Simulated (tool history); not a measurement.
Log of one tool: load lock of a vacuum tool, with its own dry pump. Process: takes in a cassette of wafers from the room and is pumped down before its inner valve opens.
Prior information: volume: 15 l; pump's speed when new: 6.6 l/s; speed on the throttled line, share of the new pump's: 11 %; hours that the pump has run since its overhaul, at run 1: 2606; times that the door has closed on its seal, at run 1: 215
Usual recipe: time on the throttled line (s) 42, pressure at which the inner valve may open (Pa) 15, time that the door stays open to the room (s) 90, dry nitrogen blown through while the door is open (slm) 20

run,day,time on the throttled line (s),pressure at which the inner valve may open (Pa),time that the door stays open to the room (s),dry nitrogen blown through while the door is open (slm),hours that the pump has run since its overhaul,times that the door has closed on its seal,"incoming humidity of the room's air, %",time from the closed door until the inner valve may open (s),rise of the pressure with all valves shut (Pa/min)
1,0.000,42,15,90,20,2606,215,43.7,57.9,0.081
2,4.021,42,15,90,20,2702,681,48.3,58.0,0.085
3,8.038,42,15,90,20,2798,1147,46.1,57.5,0.085
4,11.242,42,15,90,20,2875,1519,46.5,57.5,0.090
5,14.679,42,15,36,20,2958,1917,47.9,57.9,0.058
6,17.762,42,15,90,7,3032,2275,42.8,58.5,0.125
7,21.408,42,15,90,7,3119,2698,45.0,57.2,0.134
8,23.892,42,15,90,7,3179,2986,45.1,57.9,0.137
9,26.550,42,15,90,7,3243,3294,46.9,57.7,0.146
10,28.550,42,15,115,20,3291,3526,46.9,57.8,0.129
11,31.388,42,15,90,20,3359,3855,42.9,57.4,0.108
12,34.179,42,15,90,20,3426,4179,47.5,58.1,0.113
13,37.983,23,19,27,24,3517,4620,43.2,40.3,0.068
14,41.383,42,15,158,6,3599,5014,46.2,58.1,0.232
15,44.546,42,15,158,6,3675,5381,44.2,57.6,0.224
16,48.096,32,16,57,15,3760,5793,47.3,49.2,0.116
17,50.821,32,16,57,15,3825,6108,42.4,48.9,0.118
18,54.154,58,15,33,19,3905,6495,43.6,72.3,0.097
19,56.221,58,15,33,19,3955,6735,41.2,72.2,0.105
20,59.954,35,23,70,5,4044,7168,46.6,50.4,0.188
21,64.067,35,23,70,5,4143,7644,45.7,50.0,0.184
22,67.479,71,22,90,23,4225,8040,43.7,82.4,0.147
23,70.133,71,22,90,23,4289,8348,46.4,82.2,0.156

Some steps in time from the closed door until the inner valve may open (s) between neighbouring runs. How much of each would the tool show without its hidden state too (settings, what came in, random variation), and how much is left for the hidden state, with any gauge scatter that isn't in both results?
What the log doesn't record here: pump's speed, % of a new pump's; leak at the door's seal, Pa l/s; drift of the gauge itself on ready_s, %; drift of the gauge itself on rise_pa_min, %.
Run 5 -> 6: time that the door stays open to the room (s) 36 -> 90, dry nitrogen blown through while the door is open (slm) 20 -> 7. time from the closed door until the inner valve may open (s) +0.6: hidden state +0.1, all else +0.5.
Run 6 -> 7: no setting changed, nothing entered. time from the closed door until the inner valve may open (s) -1.3: hidden state -0.1, all else -1.2.
Run 17 -> 18: time on the throttled line (s) 32 -> 58, pressure at which the inner valve may open (Pa) 16 -> 15, time that the door stays open to the room (s) 57 -> 33, dry nitrogen blown through while the door is open (slm) 15 -> 19. time from the closed door until the inner valve may open (s) +23.4: hidden state -0.1, all else +23.5.
Run 21 -> 22: time on the throttled line (s) 35 -> 71, pressure at which the inner valve may open (Pa) 23 -> 22, time that the door stays open to the room (s) 70 -> 90, dry nitrogen blown through while the door is open (slm) 5 -> 23. time from the closed door until the inner valve may open (s) +32.4: hidden state +0.0, all else +32.4.

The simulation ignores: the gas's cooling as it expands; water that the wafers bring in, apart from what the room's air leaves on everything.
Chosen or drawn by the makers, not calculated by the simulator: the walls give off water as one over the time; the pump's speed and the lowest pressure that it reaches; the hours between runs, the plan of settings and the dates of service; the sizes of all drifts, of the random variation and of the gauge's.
